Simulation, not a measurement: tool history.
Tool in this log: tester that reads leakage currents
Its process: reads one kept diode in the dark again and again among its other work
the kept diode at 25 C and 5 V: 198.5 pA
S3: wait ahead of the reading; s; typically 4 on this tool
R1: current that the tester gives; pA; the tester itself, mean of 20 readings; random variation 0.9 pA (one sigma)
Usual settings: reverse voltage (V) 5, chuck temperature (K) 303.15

run 1 hour=0 | reverse_voltage_(V)=5 chuck_temperature_(K)=303.15 S3=4 | R1=290.74
run 2 hour=14.6 | reverse_voltage_(V)=5 chuck_temperature_(K)=303.15 S3=4 | R1=288.99
run 3 hour=28.6 | reverse_voltage_(V)=5 chuck_temperature_(K)=303.15 S3=4 | R1=290.48
run 4 hour=51.7 | reverse_voltage_(V)=5 chuck_temperature_(K)=303.15 S3=4 | R1=286.61
run 5 hour=72.9 | reverse_voltage_(V)=5 chuck_temperature_(K)=303.15 S3=4 | R1=290.13
run 6 hour=99.2 | reverse_voltage_(V)=2.89 chuck_temperature_(K)=318.15 S3=4 | R1=658.12
run 7 hour=112.8 | reverse_voltage_(V)=3.47 chuck_temperature_(K)=309.15 S3=1.92 | R1=371
run 8 hour=133.7 | reverse_voltage_(V)=4.72 chuck_temperature_(K)=295.15 S3=4.52 | R1=147.07
run 9 hour=146.8 | reverse_voltage_(V)=7.81 chuck_temperature_(K)=319.15 S3=1.41 | R1=1205.56
run 10 hour=160.5 | reverse_voltage_(V)=7.81 chuck_temperature_(K)=319.15 S3=1.41 | R1=1210.59

Branching from run 10: 5 alternative next runs. What would each branch give?
run A hour=182 | reverse_voltage_(V)=7.81 chuck_temperature_(K)=299.15 S3=1.41 | R1=?
run B hour=182 | reverse_voltage_(V)=1.23 chuck_temperature_(K)=305.15 S3=1.01 | R1=?
run C hour=182 | reverse_voltage_(V)=5 chuck_temperature_(K)=303.15 S3=4 | R1=?
run D hour=182 | reverse_voltage_(V)=6.97 chuck_temperature_(K)=319.15 S3=1.41 | R1=?
run E hour=182 | reverse_voltage_(V)=8.31 chuck_temperature_(K)=318.15 S3=0.32 | R1=?

run=A R1=268.81
run=B R1=155.39
run=C R1=285.49
run=D R1=1135.12
run=E R1=1165.33
Without the tool's hidden state the same runs would have given:
run=A R1=276.17
run=B R1=164.42
run=C R1=298.07
run=D R1=1197.14
run=E R1=1227.28

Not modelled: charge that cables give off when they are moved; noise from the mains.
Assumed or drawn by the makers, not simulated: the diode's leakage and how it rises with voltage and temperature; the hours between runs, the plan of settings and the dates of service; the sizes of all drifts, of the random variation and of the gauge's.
